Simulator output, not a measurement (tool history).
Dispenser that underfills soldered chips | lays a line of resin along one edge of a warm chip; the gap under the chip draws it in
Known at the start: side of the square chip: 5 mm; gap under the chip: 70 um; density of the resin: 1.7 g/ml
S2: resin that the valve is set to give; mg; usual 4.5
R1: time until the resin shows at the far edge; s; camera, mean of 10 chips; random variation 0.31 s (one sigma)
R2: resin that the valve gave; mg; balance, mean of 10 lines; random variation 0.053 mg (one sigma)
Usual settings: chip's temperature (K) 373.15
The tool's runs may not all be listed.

Run 1, day 0: usual settings. Result: R1 10.7 s, R2 4.19 mg.
At day 0.158: new syringe of resin.
Run 2, day 0.412: usual settings. Result: R1 10.8 s, R2 4.23 mg.
At day 0.633: new syringe of resin.
Run 3, day 0.838: usual settings but chip's temperature (K) 383.15. Result: R1 7.4 s, R2 4.28 mg.
At day 1.088: new syringe of resin.
Run 4, day 1.258: usual settings but chip's temperature (K) 383.15. Result: R1 7 s, R2 4.33 mg.
At day 1.55: new syringe of resin.
Run 5, day 1.646: usual settings but chip's temperature (K) 383.15. Result: R1 6.6 s, R2 4.17 mg.
Run 6, day 1.883: usual settings but chip's temperature (K) 383.15. Result: R1 8.1 s, R2 4.24 mg.
At day 2.017: new syringe of resin.
Run 7, day 2.096: usual settings but chip's temperature (K) 367.15, S2 4.12 mg. Result: R1 10.4 s, R2 3.86 mg.
At day 2.504: new syringe of resin.
Run 8, day 2.558: usual settings but chip's temperature (K) 370.15, S2 4.12 mg. Result: R1 9.1 s, R2 3.83 mg.
Run 9, day 2.775: usual settings but chip's temperature (K) 359.15, S2 5.22 mg. Result: R1 16.4 s, R2 4.9 mg.
At day 2.958: new syringe of resin.
Run 10, day 3.204: usual settings but chip's temperature (K) 369.15, S2 5.81 mg. Result: R1 11.9 s, R2 5.42 mg.
At day 3.412: new syringe of resin.
Run 11, day 3.467: usual settings but chip's temperature (K) 369.15, S2 5.81 mg. Result: R1 8.8 s, R2 5.33 mg.

4 ways to go on from here, each from the tool as it stands after run 11. What would each give?
At day 3.871: new syringe of resin.
Run A, day 3.892: usual settings but chip's temperature (K) 369.15, S2 5.24 mg. Result: R1 ?, R2 ?.
At day 3.871: new syringe of resin.
Run B, day 3.892: usual settings but chip's temperature (K) 358.15, S2 5.51 mg. Result: R1 ?, R2 ?.
At day 3.871: new syringe of resin.
Run C, day 3.892: usual settings but chip's temperature (K) 377.15, S2 5.81 mg. Result: R1 ?, R2 ?.
At day 3.871: new syringe of resin.
Run D, day 3.892: usual settings but chip's temperature (K) 371.15, S2 4.84 mg. Result: R1 ?, R2 ?.

run    R1    R2
  A   9.2  4.84
  B  12.9  4.96
  C   6.8  5.33
  D   8.5   4.4
Without the tool's hidden state the same runs would have given:
run   R1    R2
  A  8.6  5.28
  B   12  5.43
  C  6.4  5.83
  D  7.9  4.81
